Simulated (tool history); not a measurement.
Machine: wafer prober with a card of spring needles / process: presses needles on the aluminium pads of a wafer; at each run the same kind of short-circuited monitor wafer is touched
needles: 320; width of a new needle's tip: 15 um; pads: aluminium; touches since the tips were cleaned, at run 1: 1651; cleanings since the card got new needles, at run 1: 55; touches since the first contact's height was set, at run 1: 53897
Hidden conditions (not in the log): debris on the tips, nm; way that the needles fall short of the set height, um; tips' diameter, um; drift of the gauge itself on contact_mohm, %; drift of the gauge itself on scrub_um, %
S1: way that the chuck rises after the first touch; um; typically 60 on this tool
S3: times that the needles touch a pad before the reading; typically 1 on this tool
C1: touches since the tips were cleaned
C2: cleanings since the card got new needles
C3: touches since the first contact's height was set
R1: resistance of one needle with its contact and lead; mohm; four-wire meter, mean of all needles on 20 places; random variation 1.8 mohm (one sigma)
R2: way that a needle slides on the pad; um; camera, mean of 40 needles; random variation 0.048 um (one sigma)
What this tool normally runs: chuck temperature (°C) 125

run 1 hour=0.0 | S1=60 chuck_temperature_(°C)=125 S3=1 | C1=1651 C2=55 C3=53897 | R1=190 R2=12.33
-- hour=11.2 tips cleaned on abrasive film
-- hour=24.4 tips cleaned on abrasive film
-- hour=38.4 tips cleaned on abrasive film
run 2 hour=47.1 | S1=60 chuck_temperature_(°C)=125 S3=1 | C1=5114 C2=58 C3=81248 | R1=193 R2=12.32
-- hour=51.7 tips cleaned on abrasive film
-- hour=63.7 tips cleaned on abrasive film
-- hour=77.4 tips cleaned on abrasive film
run 3 hour=87.0 | S1=60 chuck_temperature_(°C)=29 S3=1 | C1=5645 C2=61 C3=104390 | R1=173 R2=12.32
-- hour=89.9 tips cleaned on abrasive film
-- hour=103.1 tips cleaned on abrasive film
-- hour=114.4 tips cleaned on abrasive film
-- hour=114.7 height of the first contact set anew
-- hour=128.8 tips cleaned on abrasive film
run 4 hour=131.4 | S1=60 chuck_temperature_(°C)=29 S3=1 | C1=1509 C2=65 C3=9672 | R1=172 R2=12.35
-- hour=142.6 tips cleaned on abrasive film
-- hour=156.6 tips cleaned on abrasive film
run 5 hour=158.1 | S1=56 chuck_temperature_(°C)=125 S3=1 | C1=869 C2=67 C3=25167 | R1=193 R2=11.47
-- hour=169.4 tips cleaned on abrasive film
-- hour=182.6 tips cleaned on abrasive film
-- hour=195.4 tips cleaned on abrasive film
run 6 hour=204.4 | S1=54 chuck_temperature_(°C)=125 S3=1 | C1=5271 C2=70 C3=52035 | R1=192 R2=11.18
-- hour=207.3 tips cleaned on abrasive film
-- hour=220.0 tips cleaned on abrasive film
-- hour=233.2 tips cleaned on abrasive film
run 7 hour=234.7 | S1=60 chuck_temperature_(°C)=125 S3=1 | C1=859 C2=73 C3=69560 | R1=193 R2=12.40
-- hour=245.2 tips cleaned on abrasive film
-- hour=258.3 tips cleaned on abrasive film
run 8 hour=263.9 | S1=60 chuck_temperature_(°C)=125 S3=1 | C1=3229 C2=75 C3=86493 | R1=189 R2=12.44
-- hour=271.7 tips cleaned on abrasive film
-- hour=285.1 tips cleaned on abrasive film
-- hour=298.8 tips cleaned on abrasive film
-- hour=310.5 tips cleaned on abrasive film
run 9 hour=310.5 | S1=48 chuck_temperature_(°C)=125 S3=1 | C1=0 C2=79 C3=113497 | R1=193 R2=9.94
-- hour=321.3 height of the first contact set anew
-- hour=324.2 tips cleaned on abrasive film
-- hour=335.5 tips cleaned on abrasive film
-- hour=349.1 tips cleaned on abrasive film
run 10 hour=353.0 | S1=67 chuck_temperature_(°C)=30 S3=1 | C1=2298 C2=82 C3=18362 | R1=173 R2=13.99
-- hour=360.8 tips cleaned on abrasive film
-- hour=373.8 tips cleaned on abrasive film
-- hour=386.4 tips cleaned on abrasive film
run 11 hour=386.4 | S1=67 chuck_temperature_(°C)=30 S3=1 | C1=0 C2=85 C3=37655 | R1=169 R2=13.88
-- hour=400.2 tips cleaned on abrasive film
run 12 hour=407.1 | S1=67 chuck_temperature_(°C)=30 S3=1 | C1=4040 C2=86 C3=49706 | R1=174 R2=13.90
-- hour=412.8 tips cleaned on abrasive film
-- hour=424.1 tips cleaned on abrasive film
-- hour=436.5 tips cleaned on abrasive film
run 13 hour=443.0 | S1=67 chuck_temperature_(°C)=60 S3=1 | C1=3801 C2=89 C3=70501 | R1=175 R2=13.87
-- hour=448.7 tips cleaned on abrasive film
-- hour=462.3 tips cleaned on abrasive film
-- hour=474.1 tips cleaned on abrasive film
run 14 hour=474.1 | S1=67 chuck_temperature_(°C)=60 S3=3 | C1=0 C2=92 C3=88491 | R1=180 R2=14.02
-- hour=487.5 tips cleaned on abrasive film
run 15 hour=497.0 | S1=47 chuck_temperature_(°C)=95 S3=3 | C1=5535 C2=93 C3=101826 | R1=191 R2=9.79

What will run 16 give?
-- hour=499.9 tips cleaned on abrasive film
-- hour=512.7 tips cleaned on abrasive film
-- hour=526.7 tips cleaned on abrasive film
-- hour=527.0 height of the first contact set anew
-- hour=540.5 tips cleaned on abrasive film
run 16 hour=542.7 | S1=43 chuck_temperature_(°C)=32 S3=2 | C1=1326 C2=97 C3=9115 | R1=? R2=?

R1: 179 mohm
R2: 8.97 um
With no hidden state in the tool, this same run would have given R1 178 mohm, R2 8.79 um.
